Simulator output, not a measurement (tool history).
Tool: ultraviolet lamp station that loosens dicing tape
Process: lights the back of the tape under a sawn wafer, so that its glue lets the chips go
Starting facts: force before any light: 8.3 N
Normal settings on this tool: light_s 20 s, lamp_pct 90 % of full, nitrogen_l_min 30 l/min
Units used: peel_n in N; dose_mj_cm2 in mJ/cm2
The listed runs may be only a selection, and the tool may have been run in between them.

run	hour	light_s	lamp_pct	nitrogen_l_min	peel_n	dose_mj_cm2
1	0.0	20	90	30	0.872	231
2	23.3	26	90	30	0.484	297
3	53.1	26	90	30	0.511	295
4	75.6	26	90	18	0.804	297
5	114.4	26	90	30	0.511	290
6	145.3	26	90	30	0.530	294
7	180.6	20	90	30	0.943	222
8	216.3	20	90	30	0.971	219
9	234.9	20	90	30	0.940	221
10	264.7	20	90	50	0.690	216
11	283.0	20	90	50	0.664	218
12	313.0	20	90	50	0.689	214
# hour 335.3: window cleaned of glue's vapour
13	345.3	20	90	50	0.596	230
14	368.0	20	90	50	0.604	226
15	396.6	20	90	10	1.890	225
16	413.5	20	90	10	1.911	226
17	439.7	20	79	10	2.332	199
18	461.6	20	63	10	2.906	156
19	493.0	20	90	30	0.952	222
20	515.1	20	90	30	0.943	217
21	540.6	20	90	19	1.306	222
22	576.2	20	90	19	1.320	218
23	611.0	20	90	19	1.292	213
24	632.5	20	90	19	1.311	215
25	666.8	20	90	19	1.382	218
26	698.2	20	90	19	1.357	216
27	724.3	12	90	39	1.976	125
28	747.5	22	99	34	0.630	260
29	783.2	20	90	10	2.093	205
30	804.6	20	90	10	2.018	210
31	843.5	20	90	10	2.123	202
32	882.6	20	88	33	1.041	205
33	908.6	20	88	33	1.022	198
# hour 925.7: window cleaned of glue's vapour
34	937.1	20	74	10	2.557	177
35	958.7	20	74	10	2.436	181
36	991.6	12	65	23	3.342	93
37	1019.9	16	60	9	4.090	116
38	1040.3	32	81	9	1.219	312
39	1072.5	20	93	11	1.859	221
40	1107.6	20	93	11	1.825	223
41	1136.6	25	90	9	1.610	264
42	1153.9	20	80	27	1.351	184
43	1181.7	11	84	34	2.659	109

Difference, measured minus no-hidden-state, one row per run. Run-to-run variation is common to both terms; the gauge's own scatter need not be:
Unlogged tool condition in this case: lamp's light, % of a new lamp's; light that the window lets through, % of a clean one's; drift of the gauge itself on peel_n, %; drift of the gauge itself on dose_mj_cm2, %.
run	peel_n	dose_mj_cm2
1	+0.208	-32
2	+0.131	-42
3	+0.140	-44
4	+0.215	-45
5	+0.152	-47
6	+0.158	-48
7	+0.269	-39
8	+0.287	-39
9	+0.282	-41
10	+0.226	-42
11	+0.222	-43
12	+0.233	-44
13	+0.147	-30
14	+0.156	-31
15	+0.348	-32
16	+0.359	-33
17	+0.405	-30
18	+0.426	-25
19	+0.258	-36
20	+0.265	-37
21	+0.334	-39
22	+0.350	-39
23	+0.354	-41
24	+0.365	-42
25	+0.394	-43
26	+0.397	-44
27	+0.495	-27
28	+0.227	-56
29	+0.538	-47
30	+0.525	-48
31	+0.567	-49
32	+0.381	-50
33	+0.380	-51
34	+0.478	-32
35	+0.462	-33
36	+0.504	-18
37	+0.540	-23
38	+0.363	-62
39	+0.477	-45
40	+0.483	-47
41	+0.467	-58
42	+0.426	-42
43	+0.602	-25

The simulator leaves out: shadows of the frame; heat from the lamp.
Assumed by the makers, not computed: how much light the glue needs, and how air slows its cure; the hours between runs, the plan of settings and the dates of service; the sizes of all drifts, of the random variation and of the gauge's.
